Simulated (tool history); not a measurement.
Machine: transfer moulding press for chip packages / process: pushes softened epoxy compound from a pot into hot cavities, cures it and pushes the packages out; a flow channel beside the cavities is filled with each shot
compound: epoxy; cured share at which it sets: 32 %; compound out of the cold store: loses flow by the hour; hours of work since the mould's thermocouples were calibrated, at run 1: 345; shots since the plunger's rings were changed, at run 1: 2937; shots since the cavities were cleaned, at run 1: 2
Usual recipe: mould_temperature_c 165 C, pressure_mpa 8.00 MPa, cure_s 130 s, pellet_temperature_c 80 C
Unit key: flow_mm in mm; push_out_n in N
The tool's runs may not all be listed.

run	hour	mould_temperature_c	pressure_mpa	cure_s	pellet_temperature_c	hours of work since the mould's thermocouples were calibrated	shots since the plunger's rings were changed	shots since the cavities were cleaned	incoming compound's hours out of the cold store	flow_mm	push_out_n
1	0.0	165	8.00	130	80	345	2937	2	33.1	796	278
2	19.6	165	8.00	130	80	354	3082	147	38.0	783	347
# hour 23.2: plunger's sealing rings changed
3	47.1	165	8.00	130	78	366	177	332	28.0	840	443
4	70.0	165	8.00	130	78	377	346	501	35.1	815	488
5	82.0	165	8.00	130	71	383	435	590	40.8	797	525
# hour 99.1: cavities cleaned with cleaning compound and waxed
6	101.7	165	8.00	130	71	391	569	19	39.0	802	298
7	127.0	165	8.00	130	71	403	756	206	13.7	886	413
8	140.7	165	8.00	130	71	410	857	307	15.1	879	443
9	161.9	165	8.00	130	71	420	1015	465	25.4	846	493
10	172.5	165	8.00	130	80	425	1092	542	35.9	810	494
11	189.0	165	8.00	157	80	433	1215	665	15.0	881	451
# hour 194.2: cavities cleaned with cleaning compound and waxed
12	203.2	165	8.00	157	80	439	1309	67	12.2	888	278
13	224.7	165	8.00	130	80	449	1467	225	13.8	883	405
14	237.5	165	8.00	130	80	455	1562	320	15.3	877	447
# hour 243.2: mould's thermocouples calibrated
15	250.7	165	8.00	130	80	4	1644	402	42.3	779	449
16	271.1	171	8.00	168	80	13	1796	554	33.5	786	411
17	282.2	171	8.00	168	83	19	1878	636	38.5	767	414
# hour 291.8: cavities cleaned with cleaning compound and waxed
18	304.4	171	8.00	168	83	28	2031	93	21.9	822	276
19	323.2	168	7.26	163	83	37	2169	231	20.9	797	316
20	345.2	168	7.26	163	83	48	2332	394	46.6	714	365
21	359.2	168	7.26	163	82	55	2436	498	30.9	762	394
22	376.7	160	7.26	166	81	63	2565	627	45.0	745	474
# hour 387.9: cavities cleaned with cleaning compound and waxed
23	399.9	167	8.81	124	80	73	2725	88	13.0	910	311
24	420.3	172	8.00	130	80	83	2876	239	8.1	858	337
25	431.7	157	7.15	124	73	88	2960	323	8.9	875	949
# hour 452.0: plunger's sealing rings changed
26	458.4	158	9.63	124	73	100	48	503	46.8	882	876
27	470.9	158	9.63	124	73	106	140	595	20.6	982	963
# hour 487.2: cavities cleaned with cleaning compound and waxed
28	489.1	158	9.63	124	73	114	263	14	36.4	920	506

3 ways to go on from here, each from the tool as it stands after run 28. What would each give?
A	504.2	158	9.63	125	73	121	375	126	30.0	?	?
B	504.2	158	7.87	124	88	121	375	126	34.6	?	?
C	504.2	165	9.82	130	80	121	375	126	17.2	?	?

run	flow_mm	push_out_n
A	947	636
B	835	590
C	968	350
Without the tool's unlogged condition, the same runs would have read:
run	flow_mm	push_out_n
A	954	513
B	841	477
C	975	283
